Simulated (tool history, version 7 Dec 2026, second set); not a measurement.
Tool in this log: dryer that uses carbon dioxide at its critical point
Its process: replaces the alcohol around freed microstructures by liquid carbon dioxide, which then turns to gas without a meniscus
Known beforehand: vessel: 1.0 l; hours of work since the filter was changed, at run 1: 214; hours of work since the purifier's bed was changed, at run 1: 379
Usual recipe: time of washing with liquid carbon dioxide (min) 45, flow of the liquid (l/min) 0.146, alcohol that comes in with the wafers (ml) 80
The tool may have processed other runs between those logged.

run,hour,time of washing with liquid carbon dioxide (min),flow of the liquid (l/min),alcohol that comes in with the wafers (ml),hours of work since the filter was changed,hours of work since the purifier's bed was changed,alcohol left in the vessel before it's heated (ppm by volume)
1,0,45,0.146,80,214,379,603
2,25.1,45,0.146,80,230,396,651
3,51,45,0.146,80,247,412,667
4,66.9,45,0.21,80,257,422,207
5,81.5,45,0.21,80,266,432,209
6,96.6,45,0.21,80,276,442,218
7,111.8,48,0.146,80,286,451,571
8,126.1,48,0.146,80,295,460,586
9,149.6,32,0.146,23,310,476,890
10,164.6,43,0.146,28,320,485,432
11,192.7,43,0.146,21,338,503,384
12,212,43,0.146,21,350,516,420

What if the next run were any one of these 5? Each begins from the tool's condition after run 12:
# hour 237.6: inlet filter changed
A,242.8,45,0.171,80,3,535,?
# hour 237.6: inlet filter changed
B,242.8,46,0.181,92,3,535,?
# hour 237.6: inlet filter changed
C,242.8,60,0.193,42,3,535,?
# hour 237.6: inlet filter changed
D,242.8,28,0.187,83,3,535,?
# hour 237.6: inlet filter changed
E,242.8,31,0.146,21,3,535,?

run,alcohol left in the vessel before it's heated (ppm by volume)
A,288
B,258
C,190
D,1018
E,609
Without the tool's hidden state the same runs would have given:
run,alcohol left in the vessel before it's heated (ppm by volume)
A,94
B,63
C,2
D,815
E,414

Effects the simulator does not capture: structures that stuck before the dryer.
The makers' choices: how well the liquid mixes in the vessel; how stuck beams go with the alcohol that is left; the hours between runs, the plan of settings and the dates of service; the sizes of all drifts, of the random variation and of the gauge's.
